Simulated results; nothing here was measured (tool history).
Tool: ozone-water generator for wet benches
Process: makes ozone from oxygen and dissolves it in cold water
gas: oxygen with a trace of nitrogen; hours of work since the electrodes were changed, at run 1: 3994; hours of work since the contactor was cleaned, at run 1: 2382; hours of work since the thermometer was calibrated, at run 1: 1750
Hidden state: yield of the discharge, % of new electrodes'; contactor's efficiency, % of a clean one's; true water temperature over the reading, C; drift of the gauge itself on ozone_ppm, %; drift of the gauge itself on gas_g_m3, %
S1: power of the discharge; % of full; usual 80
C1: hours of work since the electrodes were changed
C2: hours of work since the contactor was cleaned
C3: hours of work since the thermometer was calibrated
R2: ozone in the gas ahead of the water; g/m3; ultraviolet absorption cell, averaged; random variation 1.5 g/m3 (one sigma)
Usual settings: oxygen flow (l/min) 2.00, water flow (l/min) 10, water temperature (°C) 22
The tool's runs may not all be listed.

{"run": 1, "hour": 0.0, "S1": 80, "oxygen flow (l/min)": 2.0, "water flow (l/min)": 10, "water temperature (°C)": 22, "C1": 3994, "C2": 2382, "C3": 1750, "dissolved ozone (ppm)": 25.2, "R2": 279.7}
{"run": 2, "hour": 108.1, "S1": 80, "oxygen flow (l/min)": 2.12, "water flow (l/min)": 10, "water temperature (°C)": 22, "C1": 4065, "C2": 2453, "C3": 1821, "dissolved ozone (ppm)": 24.9, "R2": 268.7}
{"run": 3, "hour": 210.4, "S1": 80, "oxygen flow (l/min)": 2.0, "water flow (l/min)": 10, "water temperature (°C)": 22, "C1": 4132, "C2": 2520, "C3": 1889, "dissolved ozone (ppm)": 24.6, "R2": 279.9}
{"run": 4, "hour": 352.2, "S1": 80, "oxygen flow (l/min)": 2.0, "water flow (l/min)": 10, "water temperature (°C)": 22, "C1": 4226, "C2": 2613, "C3": 1982, "dissolved ozone (ppm)": 24.8, "R2": 280.2}
{"run": 5, "hour": 530.1, "S1": 80, "oxygen flow (l/min)": 2.0, "water flow (l/min)": 10, "water temperature (°C)": 22, "C1": 4342, "C2": 2730, "C3": 2099, "dissolved ozone (ppm)": 24.6, "R2": 281.0}
{"run": 6, "hour": 625.0, "S1": 80, "oxygen flow (l/min)": 2.0, "water flow (l/min)": 10, "water temperature (°C)": 22, "C1": 4405, "C2": 2793, "C3": 2161, "dissolved ozone (ppm)": 25.1, "R2": 278.3}
{"run": 7, "hour": 839.3, "S1": 80, "oxygen flow (l/min)": 2.0, "water flow (l/min)": 10, "water temperature (°C)": 22, "C1": 4546, "C2": 2933, "C3": 2302, "dissolved ozone (ppm)": 24.5, "R2": 279.3}
{"run": 8, "hour": 934.1, "S1": 75, "oxygen flow (l/min)": 2.0, "water flow (l/min)": 10, "water temperature (°C)": 22, "C1": 4608, "C2": 2996, "C3": 2364, "dissolved ozone (ppm)": 23.4, "R2": 268.6}
{"run": 9, "hour": 1110.7, "S1": 75, "oxygen flow (l/min)": 2.0, "water flow (l/min)": 10, "water temperature (°C)": 22, "C1": 4724, "C2": 3112, "C3": 2480, "dissolved ozone (ppm)": 23.8, "R2": 270.4}
{"run": 10, "hour": 1334.2, "S1": 75, "oxygen flow (l/min)": 2.0, "water flow (l/min)": 12, "water temperature (°C)": 22, "C1": 4871, "C2": 3259, "C3": 2627, "dissolved ozone (ppm)": 20.7, "R2": 267.4}
{"run": 11, "hour": 1528.6, "S1": 75, "oxygen flow (l/min)": 2.0, "water flow (l/min)": 12, "water temperature (°C)": 22, "C1": 4999, "C2": 3386, "C3": 2755, "dissolved ozone (ppm)": 20.6, "R2": 267.4}

Forecast run 12:
{"run": 12, "hour": 1687.2, "S1": 75, "oxygen flow (l/min)": 2.0, "water flow (l/min)": 12, "water temperature (°C)": 22, "C1": 5103, "C2": 3491, "C3": 2859, "dissolved ozone (ppm)": "?", "R2": "?"}

{"run 12": {"dissolved ozone (ppm)": 20.4, "R2": 267.4}}
Without the tool's hidden state the same run would have given dissolved ozone (ppm) 20.5, R2 267.9 g/m3.
